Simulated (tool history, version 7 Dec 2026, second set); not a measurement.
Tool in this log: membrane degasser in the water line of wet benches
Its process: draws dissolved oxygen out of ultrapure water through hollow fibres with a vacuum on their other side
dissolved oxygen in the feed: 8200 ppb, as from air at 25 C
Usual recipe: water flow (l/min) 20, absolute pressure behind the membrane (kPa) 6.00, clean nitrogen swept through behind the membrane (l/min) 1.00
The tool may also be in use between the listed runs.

run	hour	water flow (l/min)	absolute pressure behind the membrane (kPa)	clean nitrogen swept through behind the membrane (l/min)	dissolved oxygen in the water behind the degasser (ppb)	pressure that the water loses in the fibres (kPa)
1	0.0	20	6.00	1.00	200.9	53.27
2	42.8	20	6.00	1.00	197.7	53.26
3	95.1	20	6.00	1.00	197.3	53.33
4	180.9	20	11.21	1.00	422.6	53.15
5	273.0	20	11.21	1.00	423.7	53.28
6	365.9	13	6.00	1.00	107.1	34.50
7	416.7	20	6.00	1.00	199.4	53.25
8	493.6	20	6.00	1.00	199.5	53.94
9	544.6	20	9.05	1.00	330.5	53.24
10	628.4	20	9.05	1.00	331.2	53.49
11	681.8	20	9.05	1.00	327.3	53.54
12	746.0	20	9.05	1.00	327.2	53.73
13	834.4	20	9.05	1.00	323.9	53.86
14	874.8	20	6.00	1.10	189.6	54.12
15	953.6	20	6.00	1.10	194.1	54.00
16	1046.1	20	6.00	1.58	160.6	53.97
17	1109.2	20	6.00	1.58	156.5	53.79
18	1151.2	18	11.76	1.00	402.1	48.75
19	1215.7	30	6.00	1.91	285.1	81.31
20	1275.7	20	5.80	1.00	192.6	54.18
21	1324.9	26	7.84	1.47	321.2	70.28
22	1418.8	17	6.29	0.48	268.5	46.10
23	1510.8	26	10.23	1.00	503.2	70.74
24	1590.4	14	10.46	1.00	254.9	38.02
25	1681.4	14	10.46	1.00	258.1	37.88
26	1723.8	14	10.46	1.00	262.1	37.85
27	1772.7	20	4.24	0.66	143.7	54.29
28	1855.2	30	6.83	2.74	283.6	81.78
29	1905.8	30	6.83	2.74	275.9	81.27
30	1960.6	29	6.83	2.74	261.0	78.34
31	2011.7	13	4.67	1.00	69.7	35.42
32	2065.2	28	10.01	0.51	790.0	75.32

Here are 3 independent what-if runs from the current tool condition. What would each one return?
A	2142.6	27	5.16	1.93	?	?
B	2142.6	20	6.00	0.92	?	?
C	2142.6	28	10.72	1.16	?	?

run	dissolved oxygen in the water behind the degasser (ppb)	pressure that the water loses in the fibres (kPa)
A	212.1	73.34
B	209.0	54.32
C	525.0	76.13
With the hidden condition removed and each run's random variation left untouched, the same runs would have given:
run	dissolved oxygen in the water behind the degasser (ppb)	pressure that the water loses in the fibres (kPa)
A	211.9	71.83
B	208.8	53.19
C	524.8	74.57
